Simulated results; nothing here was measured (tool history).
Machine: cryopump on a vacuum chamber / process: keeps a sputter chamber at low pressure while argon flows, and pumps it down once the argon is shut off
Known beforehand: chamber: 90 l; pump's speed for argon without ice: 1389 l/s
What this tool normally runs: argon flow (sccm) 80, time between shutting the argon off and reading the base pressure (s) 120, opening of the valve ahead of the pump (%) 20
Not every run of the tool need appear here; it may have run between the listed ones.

run   hour  argon flow (sccm)  time between shutting the argon off and reading the base pressure (s)  opening of the valve ahead of the pump (%)  pressure while argon flows (Pa)  pressure after the wait (uPa)
  1      0                 80                                                                    120                                          20                           0.4905                           1.38
  2   12.2                 80                                                                    120                                          20                           0.4893                           1.41
  3   32.5                 80                                                                    120                                          20                           0.4913                           1.44
  4   54.9                 71                                                                    120                                          20                           0.4369                           1.44
  5   72.2                 71                                                                    120                                          20                           0.4349                           1.43
  6   96.4                 34                                                                    120                                          20                           0.2087                           1.53
  7    121                 34                                                                    120                                          20                           0.2087                           1.54
  8  133.1                 34                                                                    120                                          20                           0.2097                           1.56
  9  157.4                 34                                                                    120                                          20                           0.2094                           1.62
 10  179.1                 34                                                                     23                                          20                           0.2092                           2.43
 11  201.4                 80                                                                    120                                          20                           0.4956                           1.66
 12  225.1                 80                                                                    120                                          16                           0.6179                           1.69
 13  246.1                 80                                                                    120                                          34                           0.2962                           1.68
 14  269.1                 80                                                                    120                                          34                           0.2946                           1.76
 15  283.9                 80                                                                     24                                          20                           0.5006                            2.5
 16  297.6                 80                                                                     24                                          20                           0.4944                           2.56
 17  316.3                 80                                                                     35                                          20                           0.4961                           2.25
 18  337.4                102                                                                    120                                          27                           0.4734                            1.9
 19  362.7                130                                                                    120                                          27                           0.6072                           1.91
 20  383.7                159                                                                     68                                          20                            0.986                           2.08
 21  408.5                159                                                                     68                                          20                           0.9858                           2.11

Estimate the outcome of run 22 from the log above:
 22  431.4                 80                                                                     95                                          20                                ?                              ?

Logged for run 22: pressure while argon flows (Pa) 0.5035, pressure after the wait (uPa) 2.07.
The same run, on a tool lacking any hidden state, would have yielded pressure while argon flows (Pa) 0.4891, pressure after the wait (uPa) 0.49.
